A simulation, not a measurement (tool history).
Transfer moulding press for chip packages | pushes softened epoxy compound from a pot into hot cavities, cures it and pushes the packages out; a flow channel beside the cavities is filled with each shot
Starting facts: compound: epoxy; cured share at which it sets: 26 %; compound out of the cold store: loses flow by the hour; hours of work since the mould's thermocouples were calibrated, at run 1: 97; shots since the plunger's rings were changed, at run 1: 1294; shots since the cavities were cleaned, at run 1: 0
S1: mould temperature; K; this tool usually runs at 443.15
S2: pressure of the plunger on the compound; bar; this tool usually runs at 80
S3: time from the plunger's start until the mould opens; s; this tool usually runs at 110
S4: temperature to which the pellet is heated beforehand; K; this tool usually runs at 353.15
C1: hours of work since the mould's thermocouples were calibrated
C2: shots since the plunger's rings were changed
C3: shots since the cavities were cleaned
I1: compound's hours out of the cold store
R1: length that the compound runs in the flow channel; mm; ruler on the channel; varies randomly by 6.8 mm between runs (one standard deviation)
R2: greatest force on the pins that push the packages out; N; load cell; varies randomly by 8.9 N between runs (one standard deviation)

run   hour      S1    S2   S3      S4   C1    C2   C3    I1   R1   R2
  1      0  443.15    80  110  353.15   97  1294    0  13.5  876  407
  2    8.5  443.15    80  110  353.15  104  1411  117  41.6  737  482
  3   16.7  443.15    80  110  353.15  110  1523  229  43.8  733  515
  4   24.2  443.15    80  110  353.15  116  1626  332  10.2  883  575
  5   28.6  443.15    80  110  353.15  120  1687  393  11.7  880  633
  6   38.7  443.15    61  110  353.15  127  1825  531  44.7  618  613
  7   46.4  443.15    61  110  353.15  134  1930  636  26.6  697  666
  8   53.9  443.15    80  110  353.15  139  2033  739  20.4  833  705
      57.8  -- cavities cleaned with cleaning compound and waxed
  9   65.8  443.15    80  110  353.15  148  2175  110  23.4  821  470
 10   75.8  443.15    80  110  353.15  156  2312  247  36.4  740  540
 11   82.6  443.15    80  110  353.15  161  2405  340    40  735  576
 12   87.4  443.15    80  110  353.15  165  2471  406  31.1  767  594
 13   96.2  439.15  75.9  112  350.15  172  2591  526  43.1  701  725
 14  104.8  443.15    80  110  354.15  178  2709  644  18.6  831  686
 15  111.8  442.15    80  134  353.15  184  2805  740  39.7  729  664
       115  -- cavities cleaned with cleaning compound and waxed
 16  120.8  443.15  98.9  110  353.15  190  2908   80   8.6  978  481
 17  128.1  443.15  98.9   93  361.15  196  3009  181  24.8  874  640
 18  135.9  443.15  63.5  110  353.15  202  3115  287  30.1  684  574
 19  142.6  442.15  70.2  110  359.15  207  3207  379    11  803  643
 20  152.4  442.15  69.2  147  361.15  215  3341  513  46.2  645  595
 21  157.9  443.15    80  110  359.15  219  3416  588  33.4  755  674
 22  162.9  443.15    80  110  359.15  223  3484  656  30.6  769  719
 23  168.9  437.15  91.8  123  345.15  228  3568  740  22.2  876  855
     172.5  -- cavities cleaned with cleaning compound and waxed
 24  179.2  446.15  86.5  120  362.15  235  3688   93  16.7  865  429

Hidden state at the last listed run before each entry between runs and at the first one after, where it differs:
From run 8 to run 9: cavities cleaned with cleaning compound and waxed (hour 57.8)
  true mould temperature over the reading, C: -0.1 -> -0.11; pressure that reaches the compound, % of what is set: 94.04 -> 93.65; grip of the stained cavities, % over clean ones': 74.5 -> 16.5
  what was measured, less what the result would be without the hidden state, R1: -25 -> -27 mm; R2: +300 -> +67 N
From run 15 to run 16: cavities cleaned with cleaning compound and waxed (hour 115)
  true mould temperature over the reading, C: -0.19 -> -0.2; pressure that reaches the compound, % of what is set: 91.93 -> 91.64; grip of the stained cavities, % over clean ones': 75.1 -> 16.7
  what was measured, less what the result would be without the hidden state, R1: -31 -> -43 mm; R2: +284 -> +71 N
From run 23 to run 24: cavities cleaned with cleaning compound and waxed (hour 172.5)
  true mould temperature over the reading, C: -0.28 -> -0.29; pressure that reaches the compound, % of what is set: 89.81 -> 89.47; grip of the stained cavities, % over clean ones': 76.2 -> 17.5
  what was measured, less what the result would be without the hidden state, R1: -48 -> -48 mm; R2: +376 -> +65 N
